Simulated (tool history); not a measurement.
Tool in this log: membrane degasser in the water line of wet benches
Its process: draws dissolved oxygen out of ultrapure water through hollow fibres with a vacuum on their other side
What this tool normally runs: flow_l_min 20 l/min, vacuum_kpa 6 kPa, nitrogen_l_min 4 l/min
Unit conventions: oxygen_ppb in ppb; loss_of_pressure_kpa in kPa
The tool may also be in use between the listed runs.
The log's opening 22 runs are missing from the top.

run,hour,flow_l_min,vacuum_kpa,nitrogen_l_min,oxygen_ppb,loss_of_pressure_kpa
23,4024.8,18,3.68,3.99,10.1,52.93
24,4198.6,18,7.16,2.36,78.9,52.85
25,4336.4,17,12.73,2.36,170.9,50.02
26,4576.4,17,12.73,2.36,169,49.72
27,4800.6,20,11.16,4,101.9,59.09
28,4962.8,21,6.84,6.39,36.6,62.06
29,5199.5,21,5.14,3.65,36.2,62.09
30,5384.9,24,9.33,10.71,46.3,71.16
31,5629.2,24,9.33,10.71,45.3,71.31
32,5778.5,19,14.25,4.54,118.9,56.73

Forecast each of these 3 alternatives for the next run:
A,5985.4,21,11.43,4.54,?,?
B,5985.4,21,4.39,4,?,?
C,5985.4,14,6,4,?,?

run,oxygen_ppb,loss_of_pressure_kpa
A,102.3,62.57
B,24.4,62.63
C,26.9,41.75
The same runs, with their run-to-run variation unchanged, on a tool lacking any hidden condition would have given:
run,oxygen_ppb,loss_of_pressure_kpa
A,96.2,59.44
B,19.5,59.5
C,23.9,39.66
